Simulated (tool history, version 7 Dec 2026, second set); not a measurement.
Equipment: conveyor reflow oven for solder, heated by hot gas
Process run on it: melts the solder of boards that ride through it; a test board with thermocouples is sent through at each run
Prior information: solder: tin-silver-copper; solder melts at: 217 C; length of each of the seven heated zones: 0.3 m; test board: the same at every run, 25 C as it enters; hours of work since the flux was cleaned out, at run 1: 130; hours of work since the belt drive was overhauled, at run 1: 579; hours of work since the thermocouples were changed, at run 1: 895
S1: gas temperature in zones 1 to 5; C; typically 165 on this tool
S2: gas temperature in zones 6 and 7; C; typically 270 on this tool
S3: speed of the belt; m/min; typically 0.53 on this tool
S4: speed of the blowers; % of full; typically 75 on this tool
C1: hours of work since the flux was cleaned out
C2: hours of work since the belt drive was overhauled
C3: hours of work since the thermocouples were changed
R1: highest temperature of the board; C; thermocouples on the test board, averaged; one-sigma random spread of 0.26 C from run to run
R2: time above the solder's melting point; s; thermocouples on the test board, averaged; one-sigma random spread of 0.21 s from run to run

| run | day | S1 | S2 | S3 | S4 | C1 | C2 | C3 | R1 | R2 |
|---|---|---|---|---|---|---|---|---|---|---|
| 1 | 0 | 165 | 270 | 0.53 | 75 | 130 | 579 | 895 | 256.8 | 51.6 |
| 2 | 0.554 | 165 | 270 | 0.53 | 75 | 141 | 589 | 906 | 256.6 | 51.6 |
| 3 | 1.154 | 165 | 270 | 0.53 | 75 | 152 | 601 | 917 | 256.6 | 51.4 |
| 4 | 1.825 | 165 | 270 | 0.616 | 75 | 165 | 614 | 930 | 251.4 | 40.9 |
| 5 | 2.238 | 165 | 270 | 0.616 | 75 | 173 | 622 | 938 | 251.5 | 40.7 |
| 6 | 2.633 | 165 | 270 | 0.616 | 75 | 181 | 629 | 946 | 251.7 | 40.8 |
| 7 | 2.992 | 165 | 270 | 0.616 | 75 | 187 | 636 | 953 | 251.8 | 40.9 |
|  | 3.142 | thermocouples of zones 6 and 7 changed |
| 8 | 3.542 | 165 | 270 | 0.455 | 75 | 196 | 645 | 8 | 260.3 | 63.8 |
| 9 | 4.229 | 165 | 270 | 0.455 | 75 | 209 | 658 | 21 | 260.2 | 64 |
| 10 | 4.762 | 165 | 270 | 0.455 | 75 | 220 | 668 | 31 | 260.4 | 63.6 |
| 11 | 5.212 | 160 | 270 | 0.53 | 75 | 228 | 677 | 40 | 255.3 | 50.3 |
| 12 | 5.554 | 160 | 269 | 0.53 | 75 | 235 | 683 | 46 | 255.1 | 49.9 |
| 13 | 6.254 | 160 | 269 | 0.53 | 75 | 248 | 697 | 60 | 255.2 | 49.1 |
| 14 | 6.779 | 165 | 270 | 0.53 | 75 | 258 | 707 | 70 | 256.2 | 51.6 |
| 15 | 7.429 | 165 | 270 | 0.53 | 75 | 271 | 719 | 82 | 256.4 | 51.7 |
| 16 | 8.117 | 161 | 270 | 0.53 | 75 | 284 | 732 | 95 | 256.1 | 50.5 |
| 17 | 8.846 | 161 | 270 | 0.53 | 75 | 298 | 746 | 109 | 255.6 | 50.1 |
| 18 | 9.233 | 161 | 266 | 0.53 | 72 | 305 | 754 | 116 | 251.7 | 47.7 |
| 19 | 9.658 | 165 | 270 | 0.463 | 55 | 313 | 762 | 125 | 257.1 | 59.4 |
| 20 | 10.029 | 165 | 270 | 0.573 | 69 | 320 | 769 | 132 | 252.7 | 45 |
| 21 | 10.379 | 165 | 275 | 0.508 | 75 | 327 | 776 | 138 | 262.3 | 57.5 |
|  | 11.042 | flux residue cleaned out of gas plates and filters |
| 22 | 11.217 | 163 | 259 | 0.53 | 75 | 3 | 788 | 150 | 246.6 | 44.8 |
| 23 | 11.842 | 163 | 259 | 0.53 | 75 | 15 | 800 | 162 | 246.5 | 45 |
| 24 | 12.175 | 163 | 259 | 0.53 | 75 | 22 | 806 | 169 | 246.5 | 44.9 |
| 25 | 12.625 | 163 | 259 | 0.53 | 75 | 30 | 815 | 177 | 246.7 | 44.3 |
| 26 | 13.112 | 152 | 262 | 0.483 | 75 | 40 | 824 | 187 | 250.5 | 50.5 |
| 27 | 13.654 | 165 | 270 | 0.513 | 75 | 50 | 834 | 197 | 257.7 | 54.1 |
| 28 | 14.246 | 165 | 270 | 0.513 | 75 | 61 | 846 | 208 | 257.6 | 54.2 |
| 29 | 14.996 | 165 | 263 | 0.486 | 78 | 76 | 860 | 223 | 252.7 | 55.7 |
| 30 | 15.7 | 165 | 263 | 0.486 | 78 | 89 | 873 | 236 | 252.6 | 55.2 |
| 31 | 16.383 | 165 | 263 | 0.486 | 50 | 102 | 886 | 249 | 248.4 | 49.9 |

Consider 4 possible next runs. They are alternatives, not a sequence: every one starts from the tool as it was left by run 31. What does each give?
| A | 17.025 | 168 | 263 | 0.486 | 50 | 114 | 899 | 261 | ? | ? |
| B | 17.025 | 165 | 270 | 0.567 | 51 | 114 | 899 | 261 | ? | ? |
| C | 17.025 | 152 | 270 | 0.53 | 75 | 114 | 899 | 261 | ? | ? |
| D | 17.025 | 175 | 270 | 0.549 | 88 | 114 | 899 | 261 | ? | ? |

| run | R1 | R2 |
|---|---|---|
| A | 248.5 | 51.4 |
| B | 249.1 | 42.5 |
| C | 255.2 | 47.6 |
| D | 258.8 | 53.6 |
With the hidden condition removed and each run's random variation left untouched, the same runs would have given:
| run | R1 | R2 |
|---|---|---|
| A | 248.5 | 51.3 |
| B | 249.1 | 42.4 |
| C | 255.2 | 47.6 |
| D | 258.7 | 53.5 |
